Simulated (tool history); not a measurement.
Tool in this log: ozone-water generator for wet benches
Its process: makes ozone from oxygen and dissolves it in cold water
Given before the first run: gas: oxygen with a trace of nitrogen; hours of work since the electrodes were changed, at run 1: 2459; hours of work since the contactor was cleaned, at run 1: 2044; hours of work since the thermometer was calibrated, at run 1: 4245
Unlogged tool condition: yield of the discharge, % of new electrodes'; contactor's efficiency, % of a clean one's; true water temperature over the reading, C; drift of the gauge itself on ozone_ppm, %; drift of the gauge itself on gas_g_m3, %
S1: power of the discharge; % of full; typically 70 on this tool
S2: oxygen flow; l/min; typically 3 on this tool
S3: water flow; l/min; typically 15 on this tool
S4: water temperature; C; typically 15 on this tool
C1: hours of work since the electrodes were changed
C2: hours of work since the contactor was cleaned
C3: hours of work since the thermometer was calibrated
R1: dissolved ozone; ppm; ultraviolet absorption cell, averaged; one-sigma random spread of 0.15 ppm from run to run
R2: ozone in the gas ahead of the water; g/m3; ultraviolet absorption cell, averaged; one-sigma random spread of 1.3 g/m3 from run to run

run    hour  S1    S2  S3  S4    C1    C2    C3    R1     R2
  1       0  70     3  15  15  2459  2044  4245  15.5  222.1
  2    90.6  70     3  15  15  2546  2130  4331  15.4  222.8
  3   140.5  70     3  15  15  2593  2178  4379  15.1  222.3
  4   244.4  70     3  15  15  2692  2277  4478  15.1  220.9
  5   323.2  70     3  15  15  2768  2352  4553  15.3  220.5
  6   387.6  77     3  15  15  2829  2413  4614    16  231.8
  7   462.4  70     3  15  15  2900  2485  4686    15  219.5
  8   529.4  45     3  15  15  2964  2548  4750  11.6  167.8
      545.9  -- contactor cleaned
  9   588.5  70     3  15  15  3017    41  4802  15.7  217.2
 10   682.5  70     3  15  15  3106   130  4892  15.3  217.3
 11   786.4  70     3  15  15  3205   229  4991  15.2  214.6
 12   854.5  70     3  15   7  3270   294  5056  16.7  215.9
 13   910.9  70     3  15  15  3324   348  5109  15.2  212.4
 14   972.7  70  2.69  15  15  3383   407  5168  14.7  223.1
 15  1081.8  70     3  15  15  3487   511  5272  15.1  215.4
 16    1153  70     3  15  15  3555   579  5340  14.9  211.8
 17  1262.1  70     3  15  15  3659   683  5444  14.9  208.8
 18  1367.3  71  3.13  11  15  3759   783  5544  19.7  207.6
       1432  -- water thermometer calibrated
 19  1480.5  71  3.13  11  15  3866   890    46  20.2  205.3
 20  1570.8  60  1.72  12  10  3952   976   132  15.2  236.9
 21  1676.9  81  2.28  18  15  4053  1077   233  11.9  248.8
 22  1759.3  81  2.28  18  15  4132  1156   312  11.8  245.8
 23  1870.8  81  2.28  18  15  4238  1262   418  11.5  245.8
 24  1978.6  66     3  15   9  4341  1365   521  14.5  195.5
 25  2028.4  49     3  11  15  4388  1412   568  15.6  163.9
 26  2119.2  70  2.99  19  15  4475  1499   655  11.1  202.9
 27  2224.2  81  2.99  11  15  4575  1599   755  20.1  216.9
 28  2285.6  64  1.69  11  17  4634  1658   814  15.4  239.5
 29  2351.8  42  2.22  22  13  4697  1721   877   6.3  168.3
 30  2466.4  54  5.25  12   8  4806  1830   986  17.7  137.8
 31    2549  54  5.25  12   8  4885  1909  1065  17.8  136.7
 32  2617.7  54  5.25  21  15  4950  1974  1130   9.5  135.3
 33  2694.4  57  3.14  15  15  5023  2047  1203  12.1  172.4

Describe how what the log doesn't record of the tool's condition differs between the last listed run preceding each entry between runs and the first listed run following it.
After run 8, before run 9: contactor cleaned (hour 545.9)
  yield of the discharge, % of new electrodes': 86.9 -> 86.7; contactor's efficiency, % of a clean one's: 93.8 -> 99; true water temperature over the reading, C: 0.65 -> 0.66
  what was measured, less what the result would be without the hidden state, R1: -1.9 -> -2.7 ppm; R2: -17.8 -> -33.3 g/m3
After run 18, before run 19: water thermometer calibrated (hour 1432)
  yield of the discharge, % of new electrodes': 83.3 -> 82.8; contactor's efficiency, % of a clean one's: 97.2 -> 97; true water temperature over the reading, C: 0.76 -> 0.1
  what was measured, less what the result would be without the hidden state, R1: -4.7 -> -4.7 ppm; R2: -42.2 -> -43 g/m3

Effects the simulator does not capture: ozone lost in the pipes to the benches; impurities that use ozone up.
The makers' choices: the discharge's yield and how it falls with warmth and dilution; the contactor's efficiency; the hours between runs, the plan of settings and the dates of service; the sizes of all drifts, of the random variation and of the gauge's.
